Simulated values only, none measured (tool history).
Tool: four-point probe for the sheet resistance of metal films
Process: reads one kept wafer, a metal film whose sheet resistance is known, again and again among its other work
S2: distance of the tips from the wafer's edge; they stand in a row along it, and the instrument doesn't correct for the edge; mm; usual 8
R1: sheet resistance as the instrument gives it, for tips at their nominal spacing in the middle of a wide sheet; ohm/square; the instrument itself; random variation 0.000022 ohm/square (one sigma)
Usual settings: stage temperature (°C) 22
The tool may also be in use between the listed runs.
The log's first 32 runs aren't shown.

run 33 hour=3123.5 | stage_temperature_(°C)=26 S2=3 | R1=0.11493
run 34 hour=3207.4 | stage_temperature_(°C)=26 S2=3 | R1=0.114894
run 35 hour=3326.9 | stage_temperature_(°C)=24 S2=5 | R1=0.111084
run 36 hour=3432.5 | stage_temperature_(°C)=19 S2=10 | R1=0.109416
run 37 hour=3492.1 | stage_temperature_(°C)=24 S2=8 | R1=0.109713
run 38 hour=3573 | stage_temperature_(°C)=24 S2=8 | R1=0.109683
run 39 hour=3718 | stage_temperature_(°C)=24 S2=8 | R1=0.109719
run 40 hour=3862.6 | stage_temperature_(°C)=24 S2=8 | R1=0.109693
run 41 hour=3970.5 | stage_temperature_(°C)=32 S2=39 | R1=0.108807
run 42 hour=4115.2 | stage_temperature_(°C)=29 S2=5 | R1=0.111077
run 43 hour=4218.7 | stage_temperature_(°C)=33 S2=42 | R1=0.108799
run 44 hour=4302.9 | stage_temperature_(°C)=33 S2=42 | R1=0.108797
run 45 hour=4376.5 | stage_temperature_(°C)=22 S2=5 | R1=0.111079

3 ways to go on from here, each from the tool as it stands after run 45. What would each give?
run A hour=4508.7 | stage_temperature_(°C)=27 S2=5 | R1=?
run B hour=4508.7 | stage_temperature_(°C)=19 S2=41 | R1=?
run C hour=4508.7 | stage_temperature_(°C)=22 S2=40 | R1=?

run=A R1=0.111085
run=B R1=0.108921
run=C R1=0.108812
Without the tool's hidden state the same runs would have given:
run=A R1=0.111081
run=B R1=0.108918
run=C R1=0.108809
